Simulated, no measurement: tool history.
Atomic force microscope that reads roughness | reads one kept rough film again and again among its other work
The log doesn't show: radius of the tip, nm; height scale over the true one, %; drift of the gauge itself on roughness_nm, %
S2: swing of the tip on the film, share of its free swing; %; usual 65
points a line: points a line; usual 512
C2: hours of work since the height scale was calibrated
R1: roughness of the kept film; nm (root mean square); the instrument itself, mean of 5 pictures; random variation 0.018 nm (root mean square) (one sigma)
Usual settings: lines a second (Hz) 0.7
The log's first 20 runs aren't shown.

Run 21, hour 172.6: usual settings but points a line 380; pictures with this tip 90; C2 384. Result: R1 3.958 nm (root mean square).
Run 22, hour 182.7: usual settings but points a line 380; pictures with this tip 111; C2 392. Result: R1 3.92 nm (root mean square).
Run 23, hour 193: usual settings but points a line 380; pictures with this tip 132; C2 399. Result: R1 3.825 nm (root mean square).
Run 24, hour 202.5: usual settings but points a line 380; pictures with this tip 152; C2 407. Result: R1 3.78 nm (root mean square).
Run 25, hour 212.2: usual settings but S2 68 %, points a line 570; pictures with this tip 172; C2 414. Result: R1 3.73 nm (root mean square).
Run 26, hour 217.9: usual settings but lines a second (Hz) 1.119, S2 67 %, points a line 613; pictures with this tip 184; C2 418. Result: R1 3.671 nm (root mean square).
Run 27, hour 222.6: usual settings but lines a second (Hz) 1.103, S2 67 %, points a line 324; pictures with this tip 193; C2 422. Result: R1 3.636 nm (root mean square).
Run 28, hour 231.1: usual settings but lines a second (Hz) 1.483, S2 67 %, points a line 430; pictures with this tip 211; C2 429. Result: R1 3.578 nm (root mean square).
Run 29, hour 242: usual settings but lines a second (Hz) 2.96, S2 90 %, points a line 989; pictures with this tip 233; C2 437. Result: R1 2.855 nm (root mean square).
Run 30, hour 252.3: usual settings but lines a second (Hz) 2.96, S2 90 %, points a line 989; pictures with this tip 255; C2 445. Result: R1 2.826 nm (root mean square).
Run 31, hour 261.6: usual settings but lines a second (Hz) 2.96, S2 90 %, points a line 989; pictures with this tip 274; C2 452. Result: R1 2.771 nm (root mean square).
Run 32, hour 267.1: usual settings but lines a second (Hz) 2.532, points a line 310; pictures with this tip 285; C2 456. Result: R1 3.301 nm (root mean square).
Run 33, hour 273.9: usual settings but lines a second (Hz) 2.532, points a line 310; pictures with this tip 299; C2 461. Result: R1 3.283 nm (root mean square).
Run 34, hour 280.2: usual settings but lines a second (Hz) 2.148, points a line 310; pictures with this tip 312; C2 466. Result: R1 3.311 nm (root mean square).
Run 35, hour 286.5: usual settings but lines a second (Hz) 2.148, S2 57 %, points a line 325; pictures with this tip 325; C2 471. Result: R1 3.339 nm (root mean square).

Forecast run 36:
Run 36, hour 296.8: usual settings but lines a second (Hz) 2.148, S2 57 %, points a line 325; pictures with this tip 346; C2 479. Result: R1 ?.

Run 36 gave R1 3.279 nm (root mean square).
Without the tool's hidden state the same run would have given R1 4.153 nm (root mean square).

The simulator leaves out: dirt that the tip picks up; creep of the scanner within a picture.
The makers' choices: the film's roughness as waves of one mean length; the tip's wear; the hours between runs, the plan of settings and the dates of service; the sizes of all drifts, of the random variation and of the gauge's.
